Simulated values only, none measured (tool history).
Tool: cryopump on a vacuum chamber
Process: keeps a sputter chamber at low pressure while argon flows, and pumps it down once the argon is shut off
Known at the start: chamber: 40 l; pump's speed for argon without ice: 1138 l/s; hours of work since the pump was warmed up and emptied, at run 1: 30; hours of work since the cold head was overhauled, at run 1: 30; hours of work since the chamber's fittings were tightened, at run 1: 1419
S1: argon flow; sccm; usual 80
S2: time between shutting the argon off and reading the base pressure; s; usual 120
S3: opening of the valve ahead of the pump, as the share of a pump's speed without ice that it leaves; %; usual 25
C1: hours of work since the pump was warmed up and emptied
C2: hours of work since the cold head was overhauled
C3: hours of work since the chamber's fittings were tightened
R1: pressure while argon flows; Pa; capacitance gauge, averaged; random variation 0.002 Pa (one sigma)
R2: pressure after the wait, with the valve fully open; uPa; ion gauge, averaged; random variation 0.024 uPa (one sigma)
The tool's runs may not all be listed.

| run | hour | S1 | S2 | S3 | C1 | C2 | C3 | R1 | R2 |
|---|---|---|---|---|---|---|---|---|---|
| 1 | 0.0 | 80 | 120 | 25 | 30 | 30 | 1419 | 0.4772 | 2.97 |
| 2 | 20.0 | 80 | 120 | 25 | 40 | 40 | 1429 | 0.4770 | 2.95 |
| 3 | 46.2 | 80 | 120 | 25 | 53 | 53 | 1442 | 0.4771 | 3.03 |
| 4 | 63.9 | 80 | 120 | 25 | 62 | 62 | 1451 | 0.4798 | 2.95 |
| 5 | 92.9 | 80 | 120 | 25 | 76 | 76 | 1466 | 0.4790 | 3.04 |
| 6 | 113.8 | 80 | 120 | 25 | 87 | 87 | 1476 | 0.4786 | 3.04 |
| 7 | 129.9 | 80 | 120 | 25 | 95 | 95 | 1484 | 0.4802 | 3.00 |
| 8 | 142.8 | 80 | 50 | 25 | 101 | 101 | 1491 | 0.4786 | 4.03 |
| 9 | 163.4 | 80 | 50 | 25 | 112 | 112 | 1501 | 0.4828 | 3.92 |
| 10 | 183.0 | 80 | 120 | 25 | 122 | 122 | 1511 | 0.4814 | 3.11 |
| 11 | 211.0 | 80 | 120 | 25 | 136 | 136 | 1525 | 0.4835 | 3.17 |
| 12 | 241.1 | 80 | 120 | 25 | 151 | 151 | 1540 | 0.4812 | 3.12 |
|  | 247.1 | leaking fittings of the chamber tightened, without venting |
| 13 | 273.5 | 80 | 120 | 25 | 166 | 166 | 13 | 0.4810 | 0.90 |
| 14 | 292.6 | 80 | 120 | 25 | 175 | 175 | 23 | 0.4836 | 0.92 |
| 15 | 321.8 | 80 | 120 | 25 | 190 | 190 | 37 | 0.4837 | 1.00 |
| 16 | 351.0 | 80 | 120 | 25 | 205 | 205 | 52 | 0.4858 | 0.96 |
| 17 | 365.4 | 80 | 120 | 25 | 212 | 212 | 59 | 0.4821 | 0.94 |
| 18 | 379.2 | 80 | 120 | 25 | 219 | 219 | 66 | 0.4868 | 1.04 |
| 19 | 408.3 | 58 | 181 | 30 | 233 | 233 | 81 | 0.2922 | 0.83 |
| 20 | 424.1 | 37 | 24 | 56 | 241 | 241 | 89 | 0.1031 | 3.53 |
| 21 | 448.0 | 96 | 29 | 56 | 253 | 253 | 101 | 0.2659 | 3.02 |
| 22 | 468.6 | 49 | 295 | 22 | 263 | 263 | 111 | 0.3373 | 0.74 |
| 23 | 489.9 | 49 | 295 | 41 | 274 | 274 | 121 | 0.1840 | 0.72 |
| 24 | 506.1 | 49 | 295 | 41 | 282 | 282 | 130 | 0.1848 | 0.75 |
| 25 | 520.2 | 82 | 22 | 25 | 289 | 289 | 137 | 0.5016 | 3.85 |
| 26 | 535.6 | 109 | 20 | 25 | 297 | 297 | 144 | 0.6626 | 4.22 |
| 27 | 550.7 | 109 | 20 | 25 | 305 | 305 | 152 | 0.6631 | 4.26 |
| 28 | 580.5 | 109 | 20 | 25 | 319 | 319 | 167 | 0.6648 | 4.15 |
| 29 | 597.5 | 113 | 232 | 28 | 328 | 328 | 175 | 0.6159 | 0.88 |
| 30 | 614.9 | 95 | 120 | 23 | 337 | 337 | 184 | 0.6289 | 1.21 |
| 31 | 640.3 | 93 | 121 | 56 | 349 | 349 | 197 | 0.2628 | 1.22 |
| 32 | 653.8 | 137 | 120 | 42 | 356 | 356 | 203 | 0.5084 | 1.24 |
| 33 | 677.2 | 137 | 120 | 42 | 368 | 368 | 215 | 0.5107 | 1.25 |
| 34 | 692.2 | 137 | 59 | 26 | 375 | 375 | 223 | 0.8109 | 1.92 |
| 35 | 706.8 | 45 | 120 | 25 | 383 | 383 | 230 | 0.2734 | 1.29 |

How the hidden state differs across the entries between the runs, from the last listed run before each to the first after it:
Between runs 12 and 13: leaking fittings of the chamber tightened, without venting (hour 247.1)
  pump's speed, % of a pump's without ice: 95.6 -> 95.2; leak into the chamber, uPa l/s: 2758 -> 347
  measured less the result without the state, R1: +0.0064 -> +0.0068 Pa; R2: +2.28 -> +0.05 uPa
